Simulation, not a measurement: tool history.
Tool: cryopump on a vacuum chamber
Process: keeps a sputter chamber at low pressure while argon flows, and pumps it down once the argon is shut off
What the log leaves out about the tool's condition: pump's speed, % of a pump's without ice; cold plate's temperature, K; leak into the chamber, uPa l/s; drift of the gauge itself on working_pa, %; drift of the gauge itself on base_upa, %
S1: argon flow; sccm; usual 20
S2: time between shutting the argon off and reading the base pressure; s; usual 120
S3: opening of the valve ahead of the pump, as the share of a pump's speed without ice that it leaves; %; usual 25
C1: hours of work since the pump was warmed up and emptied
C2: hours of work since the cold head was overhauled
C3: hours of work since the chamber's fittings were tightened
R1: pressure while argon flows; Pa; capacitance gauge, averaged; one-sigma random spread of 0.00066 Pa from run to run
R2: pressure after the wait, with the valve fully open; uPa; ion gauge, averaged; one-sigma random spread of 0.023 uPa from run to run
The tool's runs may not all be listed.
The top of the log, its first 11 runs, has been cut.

run 12 day=37.521 | S1=10 S2=66 S3=25 | C1=240 C2=1488 C3=3419 | R1=0.0565 R2=1.96
run 13 day=40.542 | S1=20 S2=120 S3=17 | C1=284 C2=1531 C3=3463 | R1=0.1663 R2=1.63
run 14 day=42.712 | S1=20 S2=120 S3=17 | C1=315 C2=1563 C3=3494 | R1=0.1659 R2=1.68
-- day=45.088 leaking fittings of the chamber tightened, without venting
run 15 day=46.046 | S1=20 S2=120 S3=17 | C1=362 C2=1609 C3=14 | R1=0.1685 R2=0.83
-- day=47.225 pump warmed up, emptied and cooled again
run 16 day=48.858 | S1=20 S2=120 S3=17 | C1=24 C2=1647 C3=51 | R1=0.1585 R2=0.75
run 17 day=51.342 | S1=20 S2=120 S3=31 | C1=59 C2=1683 C3=87 | R1=0.0881 R2=0.78
run 18 day=53.2 | S1=20 S2=120 S3=31 | C1=86 C2=1710 C3=114 | R1=0.0894 R2=0.8
run 19 day=55.458 | S1=30 S2=38 S3=42 | C1=119 C2=1742 C3=147 | R1=0.1013 R2=1.82
run 20 day=58.625 | S1=30 S2=38 S3=42 | C1=165 C2=1788 C3=192 | R1=0.1024 R2=1.86
run 21 day=61.142 | S1=30 S2=38 S3=42 | C1=201 C2=1824 C3=229 | R1=0.103 R2=1.91
run 22 day=64.646 | S1=30 S2=38 S3=42 | C1=251 C2=1875 C3=279 | R1=0.1057 R2=1.91
run 23 day=68.762 | S1=10 S2=66 S3=48 | C1=311 C2=1934 C3=339 | R1=0.0328 R2=1.27
run 24 day=70.492 | S1=10 S2=86 S3=27 | C1=336 C2=1959 C3=364 | R1=0.0556 R2=1.13
run 25 day=72.396 | S1=20 S2=120 S3=25 | C1=363 C2=1987 C3=391 | R1=0.1181 R2=0.93
-- day=73.558 pump warmed up, emptied and cooled again
run 26 day=74.933 | S1=14 S2=294 S3=19 | C1=20 C2=2020 C3=425 | R1=0.0987 R2=0.54
run 27 day=78.742 | S1=20 S2=40 S3=25 | C1=75 C2=2075 C3=480 | R1=0.1092 R2=1.82
run 28 day=80.75 | S1=33 S2=40 S3=18 | C1=104 C2=2104 C3=509 | R1=0.2506 R2=1.84
run 29 day=82.871 | S1=33 S2=40 S3=18 | C1=134 C2=2135 C3=539 | R1=0.2508 R2=1.81
run 30 day=85.892 | S1=20 S2=120 S3=27 | C1=178 C2=2179 C3=583 | R1=0.1043 R2=0.86
run 31 day=88.804 | S1=20 S2=120 S3=27 | C1=220 C2=2221 C3=625 | R1=0.1051 R2=0.9
run 32 day=91.483 | S1=20 S2=120 S3=25 | C1=259 C2=2259 C3=664 | R1=0.1143 R2=0.99
run 33 day=94.821 | S1=11 S2=22 S3=41 | C1=307 C2=2308 C3=712 | R1=0.0409 R2=3.12
run 34 day=97.171 | S1=16 S2=37 S3=41 | C1=341 C2=2341 C3=746 | R1=0.0607 R2=2.13
-- day=99.779 pump warmed up, emptied and cooled again
run 35 day=99.912 | S1=15 S2=37 S3=44 | C1=2 C2=2378 C3=782 | R1=0.0462 R2=1.93

3 options for the next run, each taken on its own from the tool as it stands now. Forecast them:
run A day=102.171 | S1=15 S2=199 S3=47 | C1=34 C2=2411 C3=815 | R1=? R2=?
run B day=102.171 | S1=10 S2=37 S3=23 | C1=34 C2=2411 C3=815 | R1=? R2=?
run C day=102.171 | S1=35 S2=120 S3=25 | C1=34 C2=2411 C3=815 | R1=? R2=?

run=A R1=0.0432 R2=0.7
run=B R1=0.0589 R2=1.97
run=C R1=0.1883 R2=0.87
Stripped of hidden state, with their random variation kept, the same runs would have yielded:
run=A R1=0.0421 R2=0.53
run=B R1=0.0582 R2=1.8
run=C R1=0.1857 R2=0.7
